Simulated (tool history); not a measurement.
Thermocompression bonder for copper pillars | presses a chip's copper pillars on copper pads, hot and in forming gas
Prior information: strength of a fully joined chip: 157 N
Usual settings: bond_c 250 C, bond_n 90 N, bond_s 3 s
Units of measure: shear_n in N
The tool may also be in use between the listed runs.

| run | day | bond_c | bond_n | bond_s | shear_n |
|---|---|---|---|---|---|
| 1 | 0 | 250 | 90 | 3 | 56.3 |
| 2 | 3.071 | 250 | 90 | 3 | 56.1 |
| 3 | 4.875 | 250 | 90 | 3 | 56.6 |
| 4 | 7.979 | 271 | 90 | 3 | 70.5 |
| 5 | 9.6 | 271 | 90 | 3 | 70.9 |
| 6 | 11.392 | 271 | 90 | 3 | 70.9 |
| 7 | 13.446 | 271 | 90 | 3 | 71 |
| 8 | 15.829 | 250 | 90 | 8 | 81.4 |
| 9 | 18.45 | 250 | 58 | 3 | 38.8 |
| 10 | 20.492 | 250 | 58 | 3 | 38.8 |
| 11 | 23.446 | 250 | 58 | 6 | 51.5 |
| 12 | 25.683 | 250 | 58 | 5 | 48.1 |
| 13 | 27.996 | 250 | 58 | 5 | 48.4 |
| 14 | 31.642 | 250 | 90 | 3 | 56.8 |
| 15 | 34.5 | 251 | 90 | 2 | 48.9 |
| 16 | 37.683 | 250 | 87 | 4 | 62.1 |
| 17 | 40.967 | 250 | 87 | 4 | 62.2 |
| 18 | 43.208 | 250 | 87 | 4 | 62.9 |
| 19 | 45.788 | 250 | 90 | 6 | 75.2 |
| 20 | 48.458 | 250 | 90 | 6 | 75.2 |
| 21 | 50.8 | 239 | 68 | 6 | 52.5 |
| 22 | 53.792 | 250 | 90 | 3 | 56.4 |
| 23 | 55.683 | 237 | 87 | 2 | 39.4 |
| 24 | 58.108 | 237 | 87 | 2 | 39.1 |
| 25 | 61.212 | 276 | 90 | 3 | 74.4 |
| 26 | 63.1 | 271 | 90 | 6 | 90.1 |

Missing from the log above: 5 entries noted between runs. For each, name the pair of listed runs it sits between and say how the tool's hidden condition differs from the listed run just before to the listed run just after:
Logged between run 8 and run 9: forming gas filter changed (day 17.217)
  oxide that the forming gas leaves, % of the face: 0.64 -> 0.51; drift of the gauge itself on shear_n, %: 0.87 -> 1.01
  measured result minus the result with no hidden state, shear_n: +0.5 -> +0.3 N
Logged between run 15 and run 16: forming gas filter changed (day 34.742)
  oxide that the forming gas leaves, % of the face: 0.65 -> 0.53; drift of the gauge itself on shear_n, %: 1.89 -> 2.07
  measured result minus the result with no hidden state, shear_n: +0.8 -> +1.2 N
Logged between run 17 and run 18: force cell calibrated (day 42.1)
  force that reaches the chip, % of what is set: 99.5 -> 100; oxide that the forming gas leaves, % of the face: 0.56 -> 0.57; drift of the gauge itself on shear_n, %: 2.25 -> 2.37
  measured result minus the result with no hidden state, shear_n: +1.3 -> +1.5 N
Logged between run 21 and run 22: forming gas filter changed (day 52.388); gauge calibrated (day 53.792)
  oxide that the forming gas leaves, % of the face: 0.64 -> 0.51; drift of the gauge itself on shear_n, %: 2.78 -> 0
  measured result minus the result with no hidden state, shear_n: +1.5 -> +0.2 N
